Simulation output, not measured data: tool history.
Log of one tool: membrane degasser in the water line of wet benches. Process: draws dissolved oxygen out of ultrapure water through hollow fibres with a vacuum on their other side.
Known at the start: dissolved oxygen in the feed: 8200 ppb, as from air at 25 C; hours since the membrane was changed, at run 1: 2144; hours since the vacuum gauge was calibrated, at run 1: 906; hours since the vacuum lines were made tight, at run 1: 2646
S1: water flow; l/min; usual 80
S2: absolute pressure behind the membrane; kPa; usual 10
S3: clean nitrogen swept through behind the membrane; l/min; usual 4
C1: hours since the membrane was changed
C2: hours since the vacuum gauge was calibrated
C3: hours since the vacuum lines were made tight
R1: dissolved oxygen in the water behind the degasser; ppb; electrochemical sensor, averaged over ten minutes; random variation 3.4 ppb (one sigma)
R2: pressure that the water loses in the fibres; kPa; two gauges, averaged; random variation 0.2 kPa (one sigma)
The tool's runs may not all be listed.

Run 1, hour 0: usual settings; C1 2144; C2 906; C3 2646. Result: R1 335.7 ppb, R2 41.94 kPa.
Run 2, hour 74: usual settings; C1 2218; C2 980; C3 2720. Result: R1 337.8 ppb, R2 41.77 kPa.
Run 3, hour 147.3: usual settings; C1 2291; C2 1053; C3 2793. Result: R1 330.7 ppb, R2 41.85 kPa.
Run 4, hour 197.5: usual settings; C1 2341; C2 1104; C3 2844. Result: R1 335.1 ppb, R2 41.92 kPa.
Run 5, hour 247.3: usual settings but S1 115 l/min; C1 2391; C2 1153; C3 2893. Result: R1 481.7 ppb, R2 60.07 kPa.
Run 6, hour 307: usual settings but S1 115 l/min; C1 2451; C2 1213; C3 2953. Result: R1 483.7 ppb, R2 59.71 kPa.
Run 7, hour 399: usual settings but S1 62 l/min; C1 2543; C2 1305; C3 3045. Result: R1 254.6 ppb, R2 32.34 kPa.
Run 8, hour 459.3: usual settings but S3 10.92 l/min; C1 2603; C2 1365; C3 3105. Result: R1 162.1 ppb, R2 41.76 kPa.
Run 9, hour 538.6: usual settings; C1 2682; C2 1445; C3 3185. Result: R1 339 ppb, R2 41.68 kPa.
Run 10, hour 599.5: usual settings; C1 2743; C2 1505; C3 3246. Result: R1 334.8 ppb, R2 41.52 kPa.
Run 11, hour 662.9: usual settings but S1 53 l/min; C1 2806; C2 1569; C3 3309. Result: R1 220.3 ppb, R2 27.58 kPa.
Run 12, hour 758.1: usual settings but S1 53 l/min; C1 2902; C2 1664; C3 3404. Result: R1 217.4 ppb, R2 27.51 kPa.
Run 13, hour 830.4: usual settings but S1 53 l/min; C1 2974; C2 1736; C3 3477. Result: R1 221.1 ppb, R2 27.35 kPa.
Run 14, hour 880.7: usual settings but S2 8.5 kPa; C1 3024; C2 1787; C3 3527. Result: R1 277.2 ppb, R2 41.18 kPa.
Run 15, hour 972: usual settings but S2 20.8 kPa; C1 3116; C2 1878; C3 3618. Result: R1 752.2 ppb, R2 41.03 kPa.
Run 16, hour 1024.2: usual settings; C1 3168; C2 1930; C3 3670. Result: R1 333.8 ppb, R2 41.24 kPa.

The next listed run, before its measurement:
Run 17, hour 1101: usual settings but S1 52 l/min, S3 4.93 l/min; C1 3245; C2 2007; C3 3747. Result: R1 ?, R2 ?.

R1: 181 ppb
R2: 26.99 kPa
Without the tool's hidden state the same run would have given R1 181 ppb, R2 27.41 kPa.
